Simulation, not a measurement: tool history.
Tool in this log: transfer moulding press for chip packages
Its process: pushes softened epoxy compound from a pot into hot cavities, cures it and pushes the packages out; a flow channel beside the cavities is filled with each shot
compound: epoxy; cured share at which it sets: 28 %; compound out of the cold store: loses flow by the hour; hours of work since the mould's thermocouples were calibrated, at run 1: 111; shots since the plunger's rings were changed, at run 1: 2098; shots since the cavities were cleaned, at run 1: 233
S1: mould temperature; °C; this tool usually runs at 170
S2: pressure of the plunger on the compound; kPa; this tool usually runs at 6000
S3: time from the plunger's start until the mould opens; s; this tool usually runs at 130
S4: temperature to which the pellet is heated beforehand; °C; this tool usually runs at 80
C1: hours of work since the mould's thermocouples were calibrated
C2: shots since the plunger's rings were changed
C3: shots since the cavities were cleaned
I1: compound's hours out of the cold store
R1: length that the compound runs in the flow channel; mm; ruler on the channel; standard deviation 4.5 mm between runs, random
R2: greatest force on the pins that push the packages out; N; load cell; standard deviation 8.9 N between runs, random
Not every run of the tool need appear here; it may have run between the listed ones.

run,hour,S1,S2,S3,S4,C1,C2,C3,I1,R1,R2
1,0,170,6000,130,80,111,2098,233,13.7,647,638
2,18.8,170,6000,130,80,119,2226,361,11.4,649,708
# hour 31: cavities cleaned with cleaning compound and waxed
3,40.5,167,6000,130,80,128,2363,65,37.8,550,531
4,57.3,167,6000,130,80,136,2478,180,8.1,673,717
5,68.5,167,6000,130,80,141,2554,256,31.5,569,688
6,85.6,167,6000,130,80,148,2671,373,27.5,591,762
# hour 95.4: cavities cleaned with cleaning compound and waxed
7,100.6,167,6000,130,80,154,2763,36,19.3,621,528
8,110.4,167,6000,130,80,159,2829,102,34.4,561,581
9,126.8,170,6000,117,80,166,2941,214,44.7,528,648
10,147.9,170,6000,130,80,175,3084,357,20,617,674
# hour 160.9: cavities cleaned with cleaning compound and waxed
11,170.7,171,7030,134,80,185,3229,66,8.9,709,445
12,191,171,7030,134,80,194,3367,204,17.8,670,547
13,199.9,171,7030,134,80,198,3428,265,25.8,634,587
14,211.5,171,6000,130,80,203,3507,344,17.7,615,636

Forecast run 15:
# hour 224.8: cavities cleaned with cleaning compound and waxed
15,225.3,176,6810,111,84,209,3591,4,42.8,?,?

{"run 15": {"R1": 545, "R2": 371}}
Were there no unlogged condition in the tool, this run, its random variation unchanged, would have produced R1 563 mm, R2 357 N.
